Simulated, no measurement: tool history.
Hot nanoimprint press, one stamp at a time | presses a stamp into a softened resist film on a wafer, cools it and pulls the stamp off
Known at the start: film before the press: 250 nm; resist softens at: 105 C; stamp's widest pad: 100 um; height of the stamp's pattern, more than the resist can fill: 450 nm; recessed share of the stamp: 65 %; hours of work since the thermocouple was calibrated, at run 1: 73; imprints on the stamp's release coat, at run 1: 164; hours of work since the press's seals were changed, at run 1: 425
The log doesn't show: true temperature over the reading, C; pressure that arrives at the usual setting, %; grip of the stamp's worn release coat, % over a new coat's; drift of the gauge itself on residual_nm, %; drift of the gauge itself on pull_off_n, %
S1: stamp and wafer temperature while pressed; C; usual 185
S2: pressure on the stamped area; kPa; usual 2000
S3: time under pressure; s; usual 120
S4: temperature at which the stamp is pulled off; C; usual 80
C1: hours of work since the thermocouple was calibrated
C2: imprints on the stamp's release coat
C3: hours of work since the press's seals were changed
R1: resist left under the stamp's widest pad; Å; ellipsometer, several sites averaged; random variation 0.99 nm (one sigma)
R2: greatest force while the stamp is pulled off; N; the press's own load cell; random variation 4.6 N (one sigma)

run   hour   S1    S2   S3  S4   C1   C2   C3    R1   R2
  1    0.0  185  2000  120  80   73  164  425  1477  243
  2   16.3  185  2000  120  80   83  197  435  1476  231
  3   34.0  185  2000  120  80   93  232  445  1462  247
  4   47.0  185  2000  120  80  101  258  453  1473  251
  5   61.8  185  2000  120  80  110  288  462  1474  244
  6   83.2  185  2000  120  80  123  331  475  1469  257
  7   95.0  185  2000  120  80  131  354  483  1474  256
  8  107.8  196  2000  120  80  138  380  491  1024  258
  9  129.2  196  2000  120  80  152  423  504  1039  269
 10  147.4  185  2000  120  80  163  459  515  1482  259
 11  160.6  185  2000  120  80  171  486  523  1496  275
 12  178.1  185  2000  120  80  181  521  533  1497  272
 13  194.5  185  2000  120  80  191  553  543  1474  277
 14  212.8  185  2000  120  80  203  590  555  1484  286
 15  234.2  185  2000  120  80  216  633  568  1502  291
 16  247.0  185  2150  103  86  223  658  575  1557  267
 17  265.3  185  2440  123  80  235  695  587  1404  280
 18  275.2  178  2000   96  80  241  715  593  1906  289
 19  289.5  191  2000  133  80  249  744  601  1204  289
 20  299.9  191  2000  133  80  256  764  608  1199  297
 21  315.2  185  2410  120  74  265  795  617  1428  317
     319.2  -- plate thermocouple calibrated
 22  340.4  174  1710  100  67   13  839  631  2153  362
 23  359.0  185  1630  123  80   24  877  642  1619  324
 24  377.1  185  1630  123  80   35  913  653  1630  315
     388.3  -- stamp cleaned and given a new release coat
     393.4  -- plate thermocouple calibrated, once more
 25  408.7  173  1300  170  77    9   35  667  2029  242
 26  418.9  185  2000  120  76   16   56  673  1464  238
 27  433.8  185  2000   62  80   25   85  682  1768  235
 28  450.6  185  2000   62  66   35  119  692  1772  271
 29  473.1  192  1990  200  82   49  164  706   949  241
 30  489.6  192  1990  200  82   59  197  716   960  241

3 ways to go on from here, each from the tool as it stands after run 30. What would each give?
  A  512.5  185  2000  171  86  73  243  730   ?   ?
  B  512.5  185  2970  205  69  73  243  730   ?   ?
  C  512.5  188  2240  120  80  73  243  730   ?   ?

run    R1   R2
  A  1300  216
  B  1060  282
  C  1265  243
Without the tool's hidden state the same runs would have given:
run    R1   R2
  A  1263  197
  B  1010  258
  C  1224  221
